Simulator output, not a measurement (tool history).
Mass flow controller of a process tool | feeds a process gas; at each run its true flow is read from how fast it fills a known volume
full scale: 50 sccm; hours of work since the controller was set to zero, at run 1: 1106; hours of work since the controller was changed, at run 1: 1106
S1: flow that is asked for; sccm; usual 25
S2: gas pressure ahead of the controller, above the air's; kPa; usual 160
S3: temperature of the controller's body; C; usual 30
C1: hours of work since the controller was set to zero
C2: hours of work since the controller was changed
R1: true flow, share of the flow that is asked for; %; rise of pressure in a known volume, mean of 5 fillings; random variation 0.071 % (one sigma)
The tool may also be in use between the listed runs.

run,hour,S1,S2,S3,C1,C2,R1
1,0.0,25,160,30,1106,1106,99.85
2,149.6,25,160,30,1184,1184,99.71
3,230.2,25,190,30,1227,1227,99.72
4,325.1,25,160,38,1277,1277,100.46
5,461.8,25,157,30,1348,1348,99.63
6,596.5,25,160,30,1419,1419,99.69
7,666.0,25,160,30,1456,1456,99.58
8,792.9,25,160,30,1522,1522,99.63
9,917.3,25,160,30,1588,1588,99.50
10,1020.1,25,160,30,1642,1642,99.46
11,1144.6,25,189,30,1707,1707,99.48
12,1223.4,25,160,30,1748,1748,99.40
13,1354.5,25,237,30,1817,1817,99.44
14,1428.2,25,237,30,1856,1856,99.54
15,1495.1,25,237,30,1891,1891,99.51
16,1608.5,25,160,34,1951,1951,99.60
17,1726.9,7,236,40,2013,2013,99.95
18,1824.2,25,250,35,2064,2064,99.87
19,1895.6,12,250,35,2101,2101,99.38
20,2022.0,12,250,35,2168,2168,99.49
21,2099.9,12,250,35,2209,2209,99.37
22,2196.9,12,250,35,2260,2260,99.33
23,2342.8,25,249,30,2336,2336,99.24
24,2476.8,7,232,30,2407,2407,98.51
25,2554.6,7,232,30,2448,2448,98.71
26,2674.8,14,160,21,2511,2511,97.91
27,2744.3,25,160,33,2547,2547,99.29
28,2842.5,25,160,33,2599,2599,99.14
29,2931.2,16,262,29,2645,2645,98.77
30,3031.6,16,262,29,2698,2698,98.68
31,3135.7,34,182,21,2753,2753,98.28

Measured less the same run without the tool's hidden state. The same run-to-run variation is in both; the gauge's scatter may not be:
The hidden state here: flow at rest that the sensor doesn't see, % of full scale; true flow over the shown one, %; drift of the gauge itself on true_pct, %.
run,R1
1,+0.00
2,-0.04
3,-0.07
4,-0.09
5,-0.13
6,-0.17
7,-0.19
8,-0.23
9,-0.26
10,-0.30
11,-0.33
12,-0.35
13,-0.39
14,-0.41
15,-0.43
16,-0.47
17,-0.52
18,-0.53
19,-0.56
20,-0.59
21,-0.61
22,-0.65
23,-0.68
24,-0.74
25,-0.76
26,-0.77
27,-0.80
28,-0.82
29,-0.86
30,-0.88
31,-0.90
